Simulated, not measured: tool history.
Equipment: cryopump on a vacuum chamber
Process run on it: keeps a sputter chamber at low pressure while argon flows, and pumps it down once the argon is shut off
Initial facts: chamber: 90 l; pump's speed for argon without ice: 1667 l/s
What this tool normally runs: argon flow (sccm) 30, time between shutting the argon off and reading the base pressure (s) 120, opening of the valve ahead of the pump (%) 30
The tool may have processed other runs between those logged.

run	hour	argon flow (sccm)	time between shutting the argon off and reading the base pressure (s)	opening of the valve ahead of the pump (%)	pressure while argon flows (Pa)	pressure after the wait (uPa)
1	0.0	30	120	30	0.1080	1.30
2	40.3	30	120	30	0.1086	1.22
3	82.1	30	120	30	0.1081	1.29
4	109.1	30	120	30	0.1088	1.31
5	143.6	30	120	30	0.1103	1.26
6	194.1	30	120	30	0.1107	1.30
7	247.1	30	120	30	0.1100	1.34
8	275.1	30	120	30	0.1107	1.38
9	333.0	30	120	30	0.1110	1.39
10	360.0	30	120	30	0.1129	1.39
11	413.2	30	120	30	0.1118	1.43
12	468.5	16	120	30	0.0594	1.40
13	523.4	16	120	30	0.0613	1.51
14	562.0	16	120	30	0.0603	1.51
15	601.0	16	120	30	0.0615	1.48
16	635.4	22	120	30	0.0844	1.48
# hour 664.6: pump warmed up, emptied and cooled again
17	686.8	13	120	30	0.0446	1.19
18	732.1	30	120	22	0.1398	1.28
19	766.5	30	49	30	0.1027	1.94
20	810.4	30	49	30	0.1042	1.97
21	862.7	30	49	30	0.1039	2.06
22	893.0	30	120	24	0.1289	1.33
23	926.0	30	120	24	0.1289	1.27
24	970.0	31	56	41	0.0784	1.89
25	1016.4	31	56	41	0.0801	1.94
26	1061.2	31	56	41	0.0798	1.96
27	1104.9	18	56	25	0.0748	2.00
28	1131.2	18	69	16	0.1161	1.69
29	1156.3	42	28	37	0.1204	2.99
30	1194.3	24	36	30	0.0838	2.56
31	1242.1	17	297	47	0.0391	1.19
32	1270.5	17	71	58	0.0324	1.80
33	1317.5	32	133	23	0.1468	1.39
34	1373.2	59	280	56	0.1170	1.20
35	1415.2	59	280	56	0.1172	1.18

Consider 3 possible next runs. They are alternatives, not a sequence: every one starts from the tool as it was left by run 35. What does each give?
A	1442.7	59	62	56	?	?
B	1442.7	49	74	31	?	?
C	1442.7	30	263	47	?	?

run	pressure while argon flows (Pa)	pressure after the wait (uPa)
A	0.1184	1.98
B	0.1701	1.86
C	0.0708	1.19
The same runs, with their run-to-run variation unchanged, on a tool lacking any hidden condition would have given:
run	pressure while argon flows (Pa)	pressure after the wait (uPa)
A	0.1071	1.16
B	0.1606	1.02
C	0.0651	0.38
